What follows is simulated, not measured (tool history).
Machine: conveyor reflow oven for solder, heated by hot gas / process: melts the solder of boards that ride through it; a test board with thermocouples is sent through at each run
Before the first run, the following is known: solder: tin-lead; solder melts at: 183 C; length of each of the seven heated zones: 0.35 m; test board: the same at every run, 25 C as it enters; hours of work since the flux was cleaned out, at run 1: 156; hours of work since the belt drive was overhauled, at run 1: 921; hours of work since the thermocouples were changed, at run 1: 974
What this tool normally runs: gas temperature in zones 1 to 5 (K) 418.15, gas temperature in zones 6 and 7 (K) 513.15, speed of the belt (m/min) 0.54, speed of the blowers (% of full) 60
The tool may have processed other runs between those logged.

| run | hour | gas temperature in zones 1 to 5 (K) | gas temperature in zones 6 and 7 (K) | speed of the belt (m/min) | speed of the blowers (% of full) | hours of work since the flux was cleaned out | hours of work since the belt drive was overhauled | hours of work since the thermocouples were changed | highest temperature of the board (K) | time above the solder's melting point (s) |
|---|---|---|---|---|---|---|---|---|---|---|
| 1 | 0 | 418.15 | 513.15 | 0.54 | 60 | 156 | 921 | 974 | 489.75 | 59.4 |
|  | 41.8 | flux residue cleaned out of gas plates and filters |
| 2 | 60.1 | 425.15 | 513.15 | 0.54 | 60 | 10 | 952 | 1005 | 491.55 | 64.4 |
| 3 | 86.1 | 425.15 | 513.15 | 0.54 | 60 | 25 | 966 | 1019 | 491.65 | 64.3 |
|  | 95.9 | thermocouples of zones 6 and 7 changed |
| 4 | 120.6 | 425.15 | 513.15 | 0.54 | 60 | 43 | 985 | 14 | 493.75 | 66.2 |
| 5 | 153.1 | 418.15 | 513.15 | 0.54 | 60 | 62 | 1003 | 32 | 491.75 | 61.6 |
| 6 | 181.1 | 418.15 | 513.15 | 0.54 | 60 | 77 | 1019 | 48 | 491.85 | 61.9 |
| 7 | 218.3 | 418.15 | 513.15 | 0.54 | 60 | 98 | 1040 | 69 | 491.75 | 61.7 |
| 8 | 270.9 | 418.15 | 513.15 | 0.54 | 60 | 128 | 1069 | 98 | 491.65 | 61.5 |
|  | 283.1 | belt drive overhauled, speed set with a stopwatch |
| 9 | 333 | 418.15 | 513.15 | 0.54 | 60 | 160 | 28 | 131 | 490.65 | 60 |
|  | 368 | flux residue cleaned out of gas plates and filters |
| 10 | 386.1 | 418.15 | 513.15 | 0.583 | 60 | 10 | 55 | 158 | 488.75 | 54 |
| 11 | 418 | 418.15 | 513.15 | 0.583 | 60 | 28 | 73 | 176 | 488.35 | 53.6 |
| 12 | 474 | 418.15 | 513.15 | 0.458 | 60 | 60 | 105 | 208 | 496.85 | 76.9 |
| 13 | 506.4 | 418.15 | 513.15 | 0.54 | 60 | 78 | 123 | 226 | 491.15 | 60.5 |
| 14 | 563.5 | 418.15 | 513.15 | 0.54 | 60 | 110 | 155 | 258 | 491.25 | 60.2 |
| 15 | 615.6 | 418.15 | 513.15 | 0.54 | 60 | 139 | 184 | 287 | 491.15 | 60.2 |
| 16 | 665.4 | 418.15 | 513.15 | 0.54 | 60 | 167 | 212 | 315 | 490.65 | 60 |
|  | 687.6 | flux residue cleaned out of gas plates and filters |
| 17 | 698.7 | 418.15 | 513.15 | 0.54 | 88 | 6 | 228 | 331 | 497.75 | 66.3 |

What does the tool deliver on the next run?
| 18 | 743.1 | 418.15 | 513.15 | 0.447 | 89 | 31 | 253 | 356 | ? | ? |

{"run 18": {"highest temperature of the board (K)": 502.65, "time above the solder's melting point (s)": 83.8}}
Without the tool's hidden state the same run would have given highest temperature of the board (K) 503.65, time above the solder's melting point (s) 84.1.
